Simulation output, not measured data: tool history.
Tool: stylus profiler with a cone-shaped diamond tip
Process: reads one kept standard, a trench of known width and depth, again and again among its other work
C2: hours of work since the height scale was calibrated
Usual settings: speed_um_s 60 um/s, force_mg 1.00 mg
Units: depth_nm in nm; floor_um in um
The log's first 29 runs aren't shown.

run 30 day=59.504 | speed_um_s=50 force_mg=0.48 | scans_with_this_tip=9600 C2=940 | depth_nm=201.50 floor_um=46.75
run 31 day=61.288 | speed_um_s=23 force_mg=1.04 | scans_with_this_tip=9853 C2=965 | depth_nm=202.00 floor_um=47.11
run 32 day=62.817 | speed_um_s=16 force_mg=1.63 | scans_with_this_tip=10070 C2=986 | depth_nm=202.46 floor_um=47.19
run 33 day=64.671 | speed_um_s=15 force_mg=0.43 | scans_with_this_tip=10333 C2=1012 | depth_nm=201.49 floor_um=47.03
run 34 day=67.575 | speed_um_s=53 force_mg=2.90 | scans_with_this_tip=10745 C2=1052 | depth_nm=203.03 floor_um=46.96
run 35 day=69.054 | speed_um_s=23 force_mg=0.37 | scans_with_this_tip=10955 C2=1072 | depth_nm=201.54 floor_um=46.90
run 36 day=70.325 | speed_um_s=23 force_mg=0.48 | scans_with_this_tip=11135 C2=1090 | depth_nm=201.52 floor_um=46.92
run 37 day=71.746 | speed_um_s=17 force_mg=2.49 | scans_with_this_tip=11336 C2=1110 | depth_nm=202.90 floor_um=47.10
run 38 day=73.254 | speed_um_s=17 force_mg=2.49 | scans_with_this_tip=11551 C2=1131 | depth_nm=203.06 floor_um=47.07
run 39 day=75.912 | speed_um_s=32 force_mg=0.70 | scans_with_this_tip=11927 C2=1168 | depth_nm=201.64 floor_um=46.83
run 40 day=78.308 | speed_um_s=86 force_mg=2.31 | scans_with_this_tip=12267 C2=1201 | depth_nm=202.96 floor_um=46.63
run 41 day=81.150 | speed_um_s=86 force_mg=2.31 | scans_with_this_tip=12670 C2=1240 | depth_nm=203.04 floor_um=46.63
run 42 day=82.700 | speed_um_s=86 force_mg=2.31 | scans_with_this_tip=12890 C2=1262 | depth_nm=202.91 floor_um=46.64
run 43 day=84.792 | speed_um_s=16 force_mg=1.00 | scans_with_this_tip=13186 C2=1291 | depth_nm=202.14 floor_um=46.90
run 44 day=87.667 | speed_um_s=16 force_mg=1.00 | scans_with_this_tip=13594 C2=1331 | depth_nm=202.20 floor_um=46.88
run 45 day=89.667 | speed_um_s=32 force_mg=1.00 | scans_with_this_tip=13878 C2=1359 | depth_nm=202.23 floor_um=46.77
run 46 day=91.350 | speed_um_s=20 force_mg=0.50 | scans_with_this_tip=14117 C2=1382 | depth_nm=201.71 floor_um=46.71

3 ways to go on from here, each from the tool as it stands after run 46. What would each give?
run A day=93.708 | speed_um_s=47 force_mg=1.00 | scans_with_this_tip=14451 C2=1415 | depth_nm=? floor_um=?
run B day=93.708 | speed_um_s=67 force_mg=1.00 | scans_with_this_tip=14451 C2=1415 | depth_nm=? floor_um=?
run C day=93.708 | speed_um_s=36 force_mg=2.35 | scans_with_this_tip=14451 C2=1415 | depth_nm=? floor_um=?

run=A depth_nm=202.28 floor_um=46.59
run=B depth_nm=202.20 floor_um=46.41
run=C depth_nm=202.98 floor_um=46.79
Without the tool's hidden state the same runs would have given:
run=A depth_nm=201.16 floor_um=47.89
run=B depth_nm=201.09 floor_um=47.71
run=C depth_nm=201.87 floor_um=48.09

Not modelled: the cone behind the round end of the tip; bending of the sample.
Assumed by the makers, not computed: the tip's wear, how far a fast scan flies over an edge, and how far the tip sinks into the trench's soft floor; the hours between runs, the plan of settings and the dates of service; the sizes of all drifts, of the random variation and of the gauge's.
